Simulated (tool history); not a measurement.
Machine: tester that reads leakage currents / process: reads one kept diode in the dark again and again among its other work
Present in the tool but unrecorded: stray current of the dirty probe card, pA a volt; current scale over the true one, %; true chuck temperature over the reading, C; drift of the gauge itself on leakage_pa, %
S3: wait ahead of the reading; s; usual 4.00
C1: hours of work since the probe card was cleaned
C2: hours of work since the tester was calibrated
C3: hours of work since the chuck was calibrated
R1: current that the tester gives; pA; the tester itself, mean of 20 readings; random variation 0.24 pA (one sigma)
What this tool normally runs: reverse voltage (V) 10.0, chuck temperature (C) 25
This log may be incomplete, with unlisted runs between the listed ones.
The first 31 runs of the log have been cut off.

{"run": 32, "hour": 1508.0, "reverse voltage (V)": 10.0, "chuck temperature (C)": 28, "S3": 3.73, "C1": 585, "C2": 1346, "C3": 1244, "R1": 102.85}
{"run": 33, "hour": 1538.7, "reverse voltage (V)": 10.0, "chuck temperature (C)": 57, "S3": 1.97, "C1": 600, "C2": 1361, "C3": 1259, "R1": 1069.1}
{"run": 34, "hour": 1577.0, "reverse voltage (V)": 10.0, "chuck temperature (C)": 57, "S3": 1.97, "C1": 619, "C2": 1380, "C3": 1278, "R1": 1068.94}
{"run": 35, "hour": 1639.9, "reverse voltage (V)": 13.3, "chuck temperature (C)": 25, "S3": 4.0, "C1": 650, "C2": 1410, "C3": 1309, "R1": 92.6}
{"run": 36, "hour": 1688.8, "reverse voltage (V)": 1.8, "chuck temperature (C)": 30, "S3": 8.24, "C1": 674, "C2": 1435, "C3": 1333, "R1": 46.21}
{"run": 37, "hour": 1717.4, "reverse voltage (V)": 11.1, "chuck temperature (C)": 33, "S3": 1.63, "C1": 688, "C2": 1449, "C3": 1347, "R1": 168.49}
{"run": 38, "hour": 1763.1, "reverse voltage (V)": 11.1, "chuck temperature (C)": 25, "S3": 0.92, "C1": 710, "C2": 1471, "C3": 1369, "R1": 84.62}
{"run": 39, "hour": 1829.5, "reverse voltage (V)": 3.7, "chuck temperature (C)": 25, "S3": 0.41, "C1": 743, "C2": 1504, "C3": 1402, "R1": 45.15}
{"run": 40, "hour": 1884.7, "reverse voltage (V)": 12.1, "chuck temperature (C)": 50, "S3": 4.93, "C1": 770, "C2": 1531, "C3": 1429, "R1": 704.5}

Consider 4 possible next runs. They are alternatives, not a sequence: every one starts from the tool as it was left by run 40. What does each give?
{"run": "A", "hour": 1943.6, "reverse voltage (V)": 13.3, "chuck temperature (C)": 22, "S3": 3.7, "C1": 799, "C2": 1560, "C3": 1458, "R1": "?"}
{"run": "B", "hour": 1943.6, "reverse voltage (V)": 10.0, "chuck temperature (C)": 43, "S3": 0.37, "C1": 799, "C2": 1560, "C3": 1458, "R1": "?"}
{"run": "C", "hour": 1943.6, "reverse voltage (V)": 18.3, "chuck temperature (C)": 29, "S3": 4.0, "C1": 799, "C2": 1560, "C3": 1458, "R1": "?"}
{"run": "D", "hour": 1943.6, "reverse voltage (V)": 10.0, "chuck temperature (C)": 25, "S3": 0.92, "C1": 799, "C2": 1560, "C3": 1458, "R1": "?"}

run=A R1=70.35
run=B R1=366.55
run=C R1=158.35
run=D R1=79.41
Had the tool no hidden state, the same runs would have come out as:
run=A R1=70.27
run=B R1=366.82
run=C R1=158.31
run=D R1=79.38

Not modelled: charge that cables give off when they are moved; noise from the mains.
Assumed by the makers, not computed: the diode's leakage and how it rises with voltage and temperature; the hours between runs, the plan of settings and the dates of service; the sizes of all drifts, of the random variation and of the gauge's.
